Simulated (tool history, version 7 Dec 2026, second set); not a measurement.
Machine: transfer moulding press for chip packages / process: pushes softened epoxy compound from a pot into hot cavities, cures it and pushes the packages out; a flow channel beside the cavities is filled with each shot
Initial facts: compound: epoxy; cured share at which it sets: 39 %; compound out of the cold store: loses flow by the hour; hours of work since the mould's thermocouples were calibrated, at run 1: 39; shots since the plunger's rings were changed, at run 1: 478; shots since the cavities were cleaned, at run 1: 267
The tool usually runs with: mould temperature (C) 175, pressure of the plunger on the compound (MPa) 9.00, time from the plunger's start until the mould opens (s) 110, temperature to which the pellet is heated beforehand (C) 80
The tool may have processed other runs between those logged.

run,hour,mould temperature (C),pressure of the plunger on the compound (MPa),time from the plunger's start until the mould opens (s),temperature to which the pellet is heated beforehand (C),hours of work since the mould's thermocouples were calibrated,shots since the plunger's rings were changed,shots since the cavities were cleaned,incoming compound's hours out of the cold store,length that the compound runs in the flow channel (mm),greatest force on the pins that push the packages out (N)
1,0.0,175,9.00,110,80,39,478,267,13.2,547.9,568
2,10.8,175,9.00,110,80,45,596,385,15.6,540.3,571
3,19.7,175,9.00,99,80,51,694,483,11.3,552.1,698
4,37.0,175,9.00,99,80,61,883,672,8.3,561.1,734
5,49.2,175,9.13,110,80,69,1016,805,13.1,549.7,648
# hour 55.3: cavities cleaned with cleaning compound and waxed
6,61.7,175,9.00,110,80,76,1136,69,32.4,494.0,667
7,73.5,175,9.00,110,80,83,1266,199,18.7,529.6,676
8,90.0,175,9.00,110,80,93,1447,380,24.0,514.7,693
9,107.6,175,9.00,110,80,104,1639,572,44.0,465.3,642
10,125.0,175,9.00,110,80,115,1829,762,41.8,469.5,644
# hour 134.7: cavities cleaned with cleaning compound and waxed
# hour 137.1: cavities cleaned with cleaning compound and waxed, once more
11,142.4,175,9.00,110,81,124,1987,58,29.2,498.9,471
12,155.2,175,9.00,110,80,131,2127,198,38.3,477.0,511
13,165.4,171,9.00,110,80,138,2238,309,33.2,494.3,613
14,176.4,171,9.00,110,80,144,2359,430,33.7,492.5,668
15,186.8,169,9.00,110,80,151,2474,545,12.3,553.9,817
16,196.5,175,9.85,133,88,157,2580,651,42.9,484.2,541
# hour 211.0: plunger's sealing rings changed
17,211.0,175,9.89,148,77,164,1,782,41.2,501.8,549
# hour 218.1: cavities cleaned with cleaning compound and waxed
18,221.8,180,10.69,118,78,170,103,40,16.9,578.5,394
19,233.7,175,8.81,110,70,177,233,170,8.7,556.9,502
20,251.3,183,9.00,110,80,188,425,362,29.8,491.0,497
21,264.9,171,7.97,110,72,196,574,511,15.4,519.0,735
22,278.6,167,7.10,110,80,205,724,661,19.6,484.5,971
23,293.5,167,7.10,110,80,214,888,825,20.7,481.7,947
# hour 297.2: cavities cleaned with cleaning compound and waxed
24,311.1,174,10.21,103,71,224,1063,152,39.5,510.8,537
25,318.8,170,7.98,125,84,229,1148,237,31.8,476.0,523
26,332.1,170,7.98,125,84,237,1294,383,30.2,479.8,566
27,345.1,170,7.98,125,84,245,1436,525,13.3,523.3,639
28,362.8,170,7.98,125,84,256,1630,719,30.3,477.5,621

Measured result minus the same run's result without the hidden state. Both carry the same run-to-run variation, though not necessarily the same gauge scatter:
What the log doesn't record here: true mould temperature over the reading, C; pressure that reaches the compound, % of what is set; grip of the stained cavities, % over clean ones'; drift of the gauge itself on flow_mm, %; drift of the gauge itself on push_out_n, %.
run,length that the compound runs in the flow channel (mm),greatest force on the pins that push the packages out (N)
1,-4.7,+99
2,-5.1,+125
3,-5.7,+174
4,-6.6,+209
5,-7.0,+196
6,-6.7,+248
7,-7.8,+246
8,-8.2,+250
9,-8.0,+232
10,-8.8,+231
11,-10.0,+32
12,-10.0,+80
13,-10.8,+124
14,-11.2,+157
15,-13.1,+211
16,-11.8,+158
17,-1.1,+169
18,-1.7,+16
19,-2.2,+62
20,-2.6,+110
21,-3.4,+183
22,-3.8,+261
23,-4.3,+272
24,-5.2,+62
25,-5.1,+87
26,-5.8,+126
27,-6.9,+164
28,-6.9,+180

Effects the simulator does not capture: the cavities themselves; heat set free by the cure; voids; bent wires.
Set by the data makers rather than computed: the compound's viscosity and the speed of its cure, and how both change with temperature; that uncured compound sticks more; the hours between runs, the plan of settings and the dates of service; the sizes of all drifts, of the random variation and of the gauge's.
